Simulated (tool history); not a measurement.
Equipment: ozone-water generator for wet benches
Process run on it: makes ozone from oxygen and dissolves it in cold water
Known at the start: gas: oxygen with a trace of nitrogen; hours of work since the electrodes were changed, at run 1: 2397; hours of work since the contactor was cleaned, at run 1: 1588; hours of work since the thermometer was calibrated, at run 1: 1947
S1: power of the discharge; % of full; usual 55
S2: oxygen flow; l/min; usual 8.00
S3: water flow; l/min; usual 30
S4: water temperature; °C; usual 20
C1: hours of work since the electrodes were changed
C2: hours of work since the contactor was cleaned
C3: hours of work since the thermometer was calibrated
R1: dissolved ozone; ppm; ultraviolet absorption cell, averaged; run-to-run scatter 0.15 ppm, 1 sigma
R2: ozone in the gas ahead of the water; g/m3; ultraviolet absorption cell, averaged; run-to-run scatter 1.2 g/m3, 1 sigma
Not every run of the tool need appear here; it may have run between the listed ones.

run     day  S1     S2  S3  S4    C1    C2    C3    R1     R2
  1   0.000  55   8.00  30  20  2397  1588  1947  19.6  220.6
  2   1.412  45   8.00  30  20  2424  1615  1974  17.7  201.9
  3   3.246  49   8.00  30  20  2459  1650  2008  18.5  210.9
  4   5.192  49   8.00  30  20  2496  1687  2045  18.3  211.7
  5   8.404  49   8.00  30  20  2557  1748  2106  18.5  210.0
  6  10.829  49   8.00  30  20  2602  1794  2152  18.7  209.5
  7  12.383  49   8.00  30  20  2632  1823  2182  18.7  210.2
  8  15.458  49   8.00  30  20  2690  1881  2240  18.6  211.1
  9  17.650  49   8.00  30  20  2732  1923  2281  18.4  210.8
 10  20.629  49   8.00  30  25  2788  1980  2338  17.4  210.5
 11  23.775  49   8.00  30  25  2848  2039  2398  17.2  210.7
 12  25.388  49   8.00  23  25  2879  2070  2428  20.9  209.0
 13  27.375  49   8.00  23  25  2916  2107  2466  20.9  210.5
 14  29.967  49   8.00  23  25  2965  2157  2515  20.8  210.3
 15  32.962  49   8.00  23  25  3022  2213  2572  20.8  211.6
 16  35.962  74   7.33  44  19  3079  2270  2629  16.1  265.8
 17  38.008  74   7.33  44  15  3118  2309  2668  16.9  269.1
 18  39.521  80   6.65  20  12  3147  2338  2696  36.0  291.4
 19  41.404  80   6.65  20  12  3182  2374  2732  36.1  286.6
 20  43.046  50   6.65  28  12  3214  2405  2763  21.9  226.2
 21  45.171  90  10.08  21  14  3254  2445  2803  37.1  263.8
 22  46.800  98   8.00  30  14  3285  2476  2834  28.7  298.6
 23  49.904  98   8.00  33  14  3344  2535  2893  26.2  296.8
 24  51.829  55   4.70  23  26  3380  2571  2930  20.4  273.4
 25  53.271  51   9.97  40  21  3407  2599  2957  14.9  196.8
 26  55.046  51   5.10  40  21  3441  2632  2991  13.1  255.4
 27  57.800  51   5.10  40  21  3493  2685  3043  12.8  254.8
 28  60.875  55   4.42  30  27  3552  2743  3101  15.8  279.7

4 options for the next run, each taken on its own from the tool as it stands now. Forecast them:
  A  63.100  55  10.92  30  20  3594  2785  3144   ?   ?
  B  63.100  57   4.42  25  12  3594  2785  3144   ?   ?
  C  63.100  55   8.16  36  15  3594  2785  3144   ?   ?
  D  63.100  53   6.00  23  20  3594  2785  3144   ?   ?

run    R1     R2
  A  20.6  200.6
  B  22.7  283.5
  C  18.3  220.5
  D  23.2  241.6
Take away the tool's hidden state, keep each run's random variation, and the runs would have read:
run    R1     R2
  A  20.6  200.7
  B  22.8  283.7
  C  18.3  220.7
  D  23.2  241.8

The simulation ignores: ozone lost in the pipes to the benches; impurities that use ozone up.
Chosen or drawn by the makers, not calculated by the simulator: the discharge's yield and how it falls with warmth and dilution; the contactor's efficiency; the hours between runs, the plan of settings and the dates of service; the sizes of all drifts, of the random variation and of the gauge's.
